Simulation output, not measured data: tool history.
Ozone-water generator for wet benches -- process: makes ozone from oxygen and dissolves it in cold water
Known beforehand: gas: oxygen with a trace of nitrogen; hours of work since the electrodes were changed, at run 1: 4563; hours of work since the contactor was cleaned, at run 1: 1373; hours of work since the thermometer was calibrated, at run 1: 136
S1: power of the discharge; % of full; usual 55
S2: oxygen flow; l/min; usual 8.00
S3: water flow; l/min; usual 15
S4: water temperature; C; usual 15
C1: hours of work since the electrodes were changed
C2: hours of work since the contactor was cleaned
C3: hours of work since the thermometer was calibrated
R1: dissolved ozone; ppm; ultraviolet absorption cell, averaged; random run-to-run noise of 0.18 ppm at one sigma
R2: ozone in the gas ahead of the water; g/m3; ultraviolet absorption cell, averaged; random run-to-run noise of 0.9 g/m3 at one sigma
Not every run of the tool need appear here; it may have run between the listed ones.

run 1 hour=0.0 | S1=55 S2=8.00 S3=15 S4=15 | C1=4563 C2=1373 C3=136 | R1=24.5 R2=141.8
run 2 hour=111.8 | S1=55 S2=8.00 S3=15 S4=15 | C1=4670 C2=1480 C3=243 | R1=24.3 R2=141.8
run 3 hour=234.8 | S1=55 S2=8.00 S3=15 S4=15 | C1=4789 C2=1599 C3=362 | R1=24.2 R2=140.1
run 4 hour=369.5 | S1=55 S2=8.00 S3=15 S4=15 | C1=4918 C2=1728 C3=491 | R1=24.3 R2=141.0
run 5 hour=530.1 | S1=55 S2=8.00 S3=15 S4=15 | C1=5073 C2=1883 C3=646 | R1=24.1 R2=139.3
run 6 hour=645.8 | S1=55 S2=8.00 S3=15 S4=15 | C1=5184 C2=1994 C3=757 | R1=24.2 R2=138.7
run 7 hour=787.2 | S1=55 S2=8.00 S3=15 S4=15 | C1=5320 C2=2130 C3=893 | R1=23.9 R2=139.6
run 8 hour=952.5 | S1=55 S2=8.00 S3=15 S4=15 | C1=5479 C2=2289 C3=1052 | R1=23.6 R2=139.5
run 9 hour=1087.8 | S1=55 S2=8.00 S3=15 S4=15 | C1=5609 C2=2419 C3=1182 | R1=23.7 R2=138.4
run 10 hour=1174.5 | S1=55 S2=8.00 S3=15 S4=15 | C1=5692 C2=2502 C3=1266 | R1=23.7 R2=138.6
run 11 hour=1331.4 | S1=55 S2=8.00 S3=15 S4=15 | C1=5843 C2=2653 C3=1416 | R1=23.6 R2=138.6
run 12 hour=1478.1 | S1=55 S2=8.00 S3=15 S4=15 | C1=5984 C2=2794 C3=1558 | R1=23.7 R2=136.5
run 13 hour=1562.4 | S1=55 S2=8.00 S3=15 S4=15 | C1=6066 C2=2875 C3=1639 | R1=23.4 R2=139.2
run 14 hour=1667.2 | S1=55 S2=8.00 S3=15 S4=15 | C1=6166 C2=2976 C3=1739 | R1=23.2 R2=138.9
run 15 hour=1801.2 | S1=55 S2=8.00 S3=15 S4=15 | C1=6295 C2=3105 C3=1868 | R1=23.5 R2=136.9
run 16 hour=1967.6 | S1=55 S2=8.00 S3=17 S4=15 | C1=6455 C2=3265 C3=2028 | R1=21.3 R2=137.7
run 17 hour=2042.4 | S1=76 S2=13.38 S3=14 S4=12 | C1=6527 C2=3337 C3=2100 | R1=30.5 R2=136.6
run 18 hour=2183.2 | S1=76 S2=13.38 S3=14 S4=12 | C1=6663 C2=3473 C3=2236 | R1=30.6 R2=136.9
run 19 hour=2319.2 | S1=41 S2=6.19 S3=23 S4=21 | C1=6794 C2=3603 C3=2367 | R1=12.3 R2=125.5
run 20 hour=2453.7 | S1=43 S2=13.10 S3=17 S4=21 | C1=6923 C2=3733 C3=2496 | R1=15.3 R2=94.1
run 21 hour=2549.6 | S1=45 S2=13.10 S3=20 S4=21 | C1=7015 C2=3825 C3=2588 | R1=14.2 R2=96.2
run 22 hour=2697.7 | S1=45 S2=13.10 S3=20 S4=21 | C1=7158 C2=3967 C3=2731 | R1=14.4 R2=97.5
run 23 hour=2817.9 | S1=55 S2=4.14 S3=15 S4=9 | C1=7273 C2=4083 C3=2846 | R1=23.6 R2=178.0
-- hour=2878.4 contactor cleaned
run 24 hour=2955.1 | S1=55 S2=6.98 S3=13 S4=9 | C1=7401 C2=74 C3=2974 | R1=28.8 R2=142.9
run 25 hour=3074.2 | S1=55 S2=6.98 S3=13 S4=9 | C1=7516 C2=188 C3=3089 | R1=28.6 R2=143.4

Predict the results of run 26:
run 26 hour=3199.5 | S1=55 S2=6.98 S3=13 S4=9 | C1=7636 C2=309 C3=3209 | R1=? R2=?

Run 26 gave R1 28.3 ppm, R2 142.6 g/m3.
Had the tool carried no hidden state, the very same run would have given R1 32.1 ppm, R2 159.8 g/m3.
